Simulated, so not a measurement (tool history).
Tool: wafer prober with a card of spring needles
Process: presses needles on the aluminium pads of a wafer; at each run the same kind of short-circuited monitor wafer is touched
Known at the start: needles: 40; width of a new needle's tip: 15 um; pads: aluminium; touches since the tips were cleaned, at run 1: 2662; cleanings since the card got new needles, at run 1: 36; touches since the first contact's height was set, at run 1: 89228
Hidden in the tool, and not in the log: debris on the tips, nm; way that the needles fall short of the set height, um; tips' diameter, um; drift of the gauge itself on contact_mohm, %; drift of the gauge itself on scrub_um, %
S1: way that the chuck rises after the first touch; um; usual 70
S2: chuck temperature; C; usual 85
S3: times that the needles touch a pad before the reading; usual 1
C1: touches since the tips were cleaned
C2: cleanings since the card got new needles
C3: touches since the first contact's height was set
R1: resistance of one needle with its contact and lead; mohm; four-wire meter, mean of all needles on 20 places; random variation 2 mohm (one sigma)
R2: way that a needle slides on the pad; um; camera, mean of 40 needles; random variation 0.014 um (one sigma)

| run | hour | S1 | S2 | S3 | C1 | C2 | C3 | R1 | R2 |
|---|---|---|---|---|---|---|---|---|---|
| 1 | 0.0 | 70 | 85 | 1 | 2662 | 36 | 89228 | 258 | 14.64 |
|  | 12.7 | tips cleaned on abrasive film |
| 2 | 19.7 | 68 | 85 | 1 | 3545 | 37 | 99200 | 282 | 14.20 |
|  | 31.1 | tips cleaned on abrasive film |
|  | 47.9 | tips cleaned on abrasive film |
| 3 | 47.9 | 68 | 85 | 1 | 0 | 39 | 113508 | 216 | 14.19 |
|  | 65.1 | tips cleaned on abrasive film |
| 4 | 71.8 | 70 | 110 | 1 | 3414 | 40 | 125629 | 262 | 14.58 |
|  | 82.2 | tips cleaned on abrasive film |
|  | 86.5 | height of the first contact set anew |
| 5 | 86.5 | 70 | 85 | 1 | 2036 | 41 | 0 | 253 | 14.70 |
|  | 99.3 | tips cleaned on abrasive film |
| 6 | 110.0 | 85 | 85 | 1 | 5479 | 42 | 11961 | 252 | 17.86 |
|  | 116.9 | tips cleaned on abrasive film |
| 7 | 130.1 | 85 | 85 | 1 | 6706 | 43 | 22117 | 256 | 17.84 |
|  | 134.8 | tips cleaned on abrasive film |
|  | 141.2 | tips cleaned on abrasive film, once more |
| 8 | 147.0 | 70 | 85 | 1 | 2964 | 45 | 30675 | 252 | 14.70 |
|  | 157.5 | tips cleaned on abrasive film |
| 9 | 172.3 | 70 | 85 | 1 | 7526 | 46 | 43482 | 271 | 14.66 |
|  | 174.0 | tips cleaned on abrasive film |
| 10 | 184.5 | 70 | 85 | 1 | 5343 | 47 | 49666 | 268 | 14.66 |
|  | 191.6 | tips cleaned on abrasive film |
| 11 | 199.8 | 70 | 85 | 1 | 4166 | 48 | 57426 | 264 | 14.64 |
|  | 208.4 | tips cleaned on abrasive film |
|  | 226.5 | tips cleaned on abrasive film |
| 12 | 228.0 | 70 | 85 | 1 | 738 | 50 | 71681 | 236 | 14.64 |
|  | 243.0 | tips cleaned on abrasive film |
| 13 | 246.6 | 70 | 85 | 1 | 1828 | 51 | 81111 | 251 | 14.63 |
|  | 259.7 | tips cleaned on abrasive film |
| 14 | 260.9 | 70 | 85 | 1 | 658 | 52 | 88386 | 235 | 14.58 |
|  | 276.6 | tips cleaned on abrasive film |
| 15 | 289.7 | 70 | 85 | 2 | 6671 | 53 | 102973 | 249 | 14.63 |
|  | 293.8 | tips cleaned on abrasive film |
| 16 | 308.7 | 70 | 85 | 2 | 7597 | 54 | 112621 | 248 | 14.60 |
|  | 310.9 | tips cleaned on abrasive film |
|  | 328.7 | tips cleaned on abrasive film |
| 17 | 334.4 | 70 | 85 | 2 | 2925 | 56 | 125633 | 244 | 14.58 |
|  | 345.3 | tips cleaned on abrasive film |
|  | 350.1 | height of the first contact set anew |
| 18 | 355.5 | 70 | 85 | 2 | 5071 | 57 | 2779 | 245 | 14.73 |
|  | 362.4 | tips cleaned on abrasive film |
| 19 | 370.1 | 70 | 45 | 2 | 3922 | 58 | 10142 | 236 | 14.69 |
|  | 379.5 | tips cleaned on abrasive film |
| 20 | 393.9 | 88 | 49 | 1 | 7342 | 59 | 22244 | 249 | 18.46 |
|  | 396.3 | tips cleaned on abrasive film |
| 21 | 409.3 | 89 | 85 | 2 | 6613 | 60 | 30040 | 232 | 18.68 |
|  | 414.6 | tips cleaned on abrasive film |
| 22 | 426.7 | 89 | 61 | 3 | 6189 | 61 | 38877 | 219 | 18.67 |
|  | 431.7 | tips cleaned on abrasive film |
|  | 449.0 | tips cleaned on abrasive film |
| 23 | 456.2 | 62 | 92 | 2 | 3655 | 63 | 53785 | 256 | 12.96 |
|  | 465.8 | tips cleaned on abrasive film |
| 24 | 478.4 | 62 | 92 | 2 | 6414 | 64 | 65064 | 254 | 12.96 |
|  | 482.4 | tips cleaned on abrasive film |
|  | 499.0 | tips cleaned on abrasive film |
| 25 | 499.0 | 63 | 74 | 1 | 0 | 66 | 75494 | 224 | 13.17 |
| 26 | 512.2 | 55 | 49 | 1 | 6702 | 66 | 82196 | 301 | 11.49 |
|  | 516.1 | tips cleaned on abrasive film |
|  | 534.5 | tips cleaned on abrasive film |
| 27 | 534.8 | 55 | 49 | 1 | 159 | 68 | 93631 | 223 | 11.47 |
|  | 552.0 | tips cleaned on abrasive film |
| 28 | 563.2 | 70 | 27 | 1 | 5710 | 69 | 108056 | 265 | 14.60 |
|  | 569.5 | tips cleaned on abrasive film |
|  | 587.4 | tips cleaned on abrasive film |
| 29 | 590.4 | 70 | 27 | 1 | 1528 | 71 | 121805 | 239 | 14.58 |
|  | 604.8 | tips cleaned on abrasive film |
|  | 613.5 | height of the first contact set anew |
| 30 | 613.5 | 70 | 27 | 1 | 4276 | 72 | 0 | 258 | 14.71 |
|  | 621.7 | tips cleaned on abrasive film |
| 31 | 636.7 | 65 | 78 | 2 | 7654 | 73 | 11807 | 253 | 13.63 |
|  | 638.7 | tips cleaned on abrasive film |
|  | 655.4 | tips cleaned on abrasive film |
| 32 | 655.4 | 75 | 49 | 1 | 0 | 75 | 21239 | 212 | 15.73 |

Forecast each of these 4 alternatives for the next run:
|  | 672.3 | tips cleaned on abrasive film |
| A | 677.4 | 79 | 39 | 2 | 2613 | 76 | 32397 | ? | ? |
|  | 672.3 | tips cleaned on abrasive film |
| B | 677.4 | 75 | 26 | 1 | 2613 | 76 | 32397 | ? | ? |
|  | 672.3 | tips cleaned on abrasive film |
| C | 677.4 | 57 | 75 | 1 | 2613 | 76 | 32397 | ? | ? |
|  | 672.3 | tips cleaned on abrasive film |
| D | 677.4 | 70 | 63 | 1 | 2613 | 76 | 32397 | ? | ? |

| run | R1 | R2 |
|---|---|---|
| A | 222 | 16.57 |
| B | 240 | 15.72 |
| C | 275 | 11.95 |
| D | 252 | 14.69 |
Without the tool's hidden state the same runs would have given:
| run | R1 | R2 |
|---|---|---|
| A | 198 | 16.60 |
| B | 198 | 15.75 |
| C | 213 | 11.98 |
| D | 207 | 14.72 |
